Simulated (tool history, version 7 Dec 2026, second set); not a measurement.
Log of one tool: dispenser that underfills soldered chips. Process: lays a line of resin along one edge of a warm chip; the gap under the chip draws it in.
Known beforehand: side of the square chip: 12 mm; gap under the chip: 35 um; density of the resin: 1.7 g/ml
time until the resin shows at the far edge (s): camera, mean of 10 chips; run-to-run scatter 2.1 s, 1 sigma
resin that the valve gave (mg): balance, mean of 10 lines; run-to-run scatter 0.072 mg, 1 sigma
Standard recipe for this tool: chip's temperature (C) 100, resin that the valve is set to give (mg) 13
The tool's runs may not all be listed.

run,hour,chip's temperature (C),resin that the valve is set to give (mg),time until the resin shows at the far edge (s),resin that the valve gave (mg)
1,0,100,13,236.6,12.47
2,4.8,100,16,268.3,15.21
3,13.7,100,13,241.8,12.43
4,22.4,100,13,216,12.37
5,28,100,13,257.1,12.34
6,35.2,100,13,220,12.3
7,43.4,100,12.9,285.6,12.24
8,50,100,11.8,245.2,11.07
9,55.3,100,11.8,297.5,11.07
10,62.5,100,13,243.7,11.99
11,68.7,100,14,291.3,12.94
12,75.3,100,14,228.1,13.92
13,81.5,100,14,282.7,13.93
14,86.9,100,14,229.2,13.97
15,92.6,110,13,203.7,12.91
16,98.4,110,13,161.4,12.85
17,102.1,100,12.3,253.8,12.15
18,108,86,13.7,474.4,13.37
19,115,86,15.6,400.4,15.34
20,122.5,86,15.6,340.3,15.32
21,130.5,108,13.4,224,13.06
22,137.1,99,14,235.9,13.66
23,141,99,14,274.2,13.51
24,149.9,87,11.3,377,10.95
25,155.7,108,11.3,231.5,10.8
26,161.7,108,11.3,188.5,10.92
27,167.4,96,16.5,306.9,15.69
28,173.1,107,13.2,181,12.77
29,177.3,107,13.2,207.6,12.54
30,183.2,107,13.2,248.2,12.59
31,190.4,112,13.1,180.8,12.5
32,198.7,112,13.1,154,12.46
33,206.6,112,13.1,208.6,12.35
34,213.4,91,14.9,323.4,13.85

Not shown here: 18 entries made in the log between runs. Locate each between two listed runs and compare the hidden state at the listed run before it with the hidden state at the listed run after it:
Logged between run 2 and run 3: new syringe of resin (hour 9)
  resin's viscosity, % of fresh resin's: 130.8 -> 116.6; dose that the valve gives, % of what is set: 95.68 -> 95.28; true chip temperature over the reading, C: -0.29 -> -0.32
  the result without the hidden state subtracted from the measured one, time until the resin shows at the far edge (s): +65.5 -> +38.1; resin that the valve gave (mg): -0.68 -> -0.61
Logged between run 3 and run 4: new syringe of resin (hour 21.6)
  resin's viscosity, % of fresh resin's: 116.6 -> 101.8; dose that the valve gives, % of what is set: 95.28 -> 94.91; true chip temperature over the reading, C: -0.32 -> -0.36
  the result without the hidden state subtracted from the measured one, time until the resin shows at the far edge (s): +38.1 -> +7.9; resin that the valve gave (mg): -0.61 -> -0.67
Logged between run 5 and run 6: new syringe of resin (hour 34)
  resin's viscosity, % of fresh resin's: 122.2 -> 103.4; dose that the valve gives, % of what is set: 94.63 -> 94.34; true chip temperature over the reading, C: -0.38 -> -0.41
  the result without the hidden state subtracted from the measured one, time until the resin shows at the far edge (s): +51.4 -> +12.1; resin that the valve gave (mg): -0.7 -> -0.74
Logged between run 7 and run 8: new syringe of resin (hour 46.2)
  resin's viscosity, % of fresh resin's: 135.1 -> 113.8; dose that the valve gives, % of what is set: 93.95 -> 93.65; true chip temperature over the reading, C: -0.45 -> -0.48
  the result without the hidden state subtracted from the measured one, time until the resin shows at the far edge (s): +79.6 -> +36.7; resin that the valve gave (mg): -0.78 -> -0.75
Logged between run 9 and run 10: new syringe of resin (hour 58.9)
  resin's viscosity, % of fresh resin's: 135.4 -> 113.5; dose that the valve gives, % of what is set: 93.41 -> 93.1; true chip temperature over the reading, C: -0.5 -> -0.52
  the result without the hidden state subtracted from the measured one, time until the resin shows at the far edge (s): +85.1 -> +35.1; resin that the valve gave (mg): -0.79 -> -0.9
Logged between run 11 and run 12: new syringe of resin (hour 71.3); dispensing valve cleaned and set on the balance (hour 74.9)
  resin's viscosity, % of fresh resin's: 139.2 -> 109.9; dose that the valve gives, % of what is set: 92.81 -> 99.82; true chip temperature over the reading, C: -0.55 -> -0.57
  the result without the hidden state subtracted from the measured one, time until the resin shows at the far edge (s): +87.5 -> +24.2; resin that the valve gave (mg): -1.01 -> -0.02
Logged between run 13 and run 14: new syringe of resin (hour 84.6)
  resin's viscosity, % of fresh resin's: 134.5 -> 107.4; dose that the valve gives, % of what is set: 99.54 -> 99.31; true chip temperature over the reading, C: -0.6 -> -0.62
  the result without the hidden state subtracted from the measured one, time until the resin shows at the far edge (s): +76.7 -> +19.9; resin that the valve gave (mg): -0.07 -> -0.1
Logged between run 15 and run 16: new syringe of resin (hour 97.1)
  resin's viscosity, % of fresh resin's: 129.3 -> 104.6; dose that the valve gives, % of what is set: 99.08 -> 98.79; true chip temperature over the reading, C: -0.64 -> -0.67
  the result without the hidden state subtracted from the measured one, time until the resin shows at the far edge (s): +49.4 -> +10.4; resin that the valve gave (mg): -0.12 -> -0.16
Logged between run 18 and run 19: new syringe of resin (hour 109.5)
  resin's viscosity, % of fresh resin's: 143 -> 120.8; dose that the valve gives, % of what is set: 98.37 -> 98.05; true chip temperature over the reading, C: -0.71 -> -0.74
  the result without the hidden state subtracted from the measured one, time until the resin shows at the far edge (s): +151.3 -> +77.6; resin that the valve gave (mg): -0.22 -> -0.3
Logged between run 19 and run 20: new syringe of resin (hour 121.8)
  resin's viscosity, % of fresh resin's: 120.8 -> 103; dose that the valve gives, % of what is set: 98.05 -> 97.7; true chip temperature over the reading, C: -0.74 -> -0.77
  the result without the hidden state subtracted from the measured one, time until the resin shows at the far edge (s): +77.6 -> +18.9; resin that the valve gave (mg): -0.3 -> -0.36
Logged between run 21 and run 22: new syringe of resin (hour 134.4)
  resin's viscosity, % of fresh resin's: 133.6 -> 108.4; dose that the valve gives, % of what is set: 97.33 -> 97.06; true chip temperature over the reading, C: -0.81 -> -0.84
  the result without the hidden state subtracted from the measured one, time until the resin shows at the far edge (s): +61 -> +24.6; resin that the valve gave (mg): -0.36 -> -0.41
Logged between run 23 and run 24: new syringe of resin (hour 146.9)
  resin's viscosity, % of fresh resin's: 123.3 -> 110.5; dose that the valve gives, % of what is set: 96.88 -> 96.46; true chip temperature over the reading, C: -0.85 -> -0.89
  the result without the hidden state subtracted from the measured one, time until the resin shows at the far edge (s): +58.5 -> +49.4; resin that the valve gave (mg): -0.44 -> -0.4
Logged between run 25 and run 26: new syringe of resin (hour 159.5)
  resin's viscosity, % of fresh resin's: 133.9 -> 106.9; dose that the valve gives, % of what is set: 96.21 -> 95.94; true chip temperature over the reading, C: -0.91 -> -0.93
  the result without the hidden state subtracted from the measured one, time until the resin shows at the far edge (s): +65.4 -> +19.1; resin that the valve gave (mg): -0.42 -> -0.46
Logged between run 27 and run 28: new syringe of resin (hour 172.2)
  resin's viscosity, % of fresh resin's: 128.8 -> 103.6; dose that the valve gives, % of what is set: 95.68 -> 95.44; true chip temperature over the reading, C: -0.96 -> -0.98
  the result without the hidden state subtracted from the measured one, time until the resin shows at the far edge (s): +76.3 -> +12.7; resin that the valve gave (mg): -0.71 -> -0.61
Logged between run 30 and run 31: new syringe of resin (hour 184.6)
  resin's viscosity, % of fresh resin's: 144.6 -> 121; dose that the valve gives, % of what is set: 94.97 -> 94.64; true chip temperature over the reading, C: -1.02 -> -1.05
  the result without the hidden state subtracted from the measured one, time until the resin shows at the far edge (s): +82.9 -> +37.3; resin that the valve gave (mg): -0.66 -> -0.71
Logged between run 31 and run 32: new syringe of resin (hour 197.2)
  resin's viscosity, % of fresh resin's: 121 -> 105.1; dose that the valve gives, % of what is set: 94.64 -> 94.24; true chip temperature over the reading, C: -1.05 -> -1.08
  the result without the hidden state subtracted from the measured one, time until the resin shows at the far edge (s): +37.3 -> +13.5; resin that the valve gave (mg): -0.71 -> -0.75
Logged between run 33 and run 34: new syringe of resin (hour 209.6)
  resin's viscosity, % of fresh resin's: 136.4 -> 114.4; dose that the valve gives, % of what is set: 93.88 -> 93.56; true chip temperature over the reading, C: -1.12 -> -1.15
  the result without the hidden state subtracted from the measured one, time until the resin shows at the far edge (s): +62.2 -> +52.8; resin that the valve gave (mg): -0.8 -> -0.95
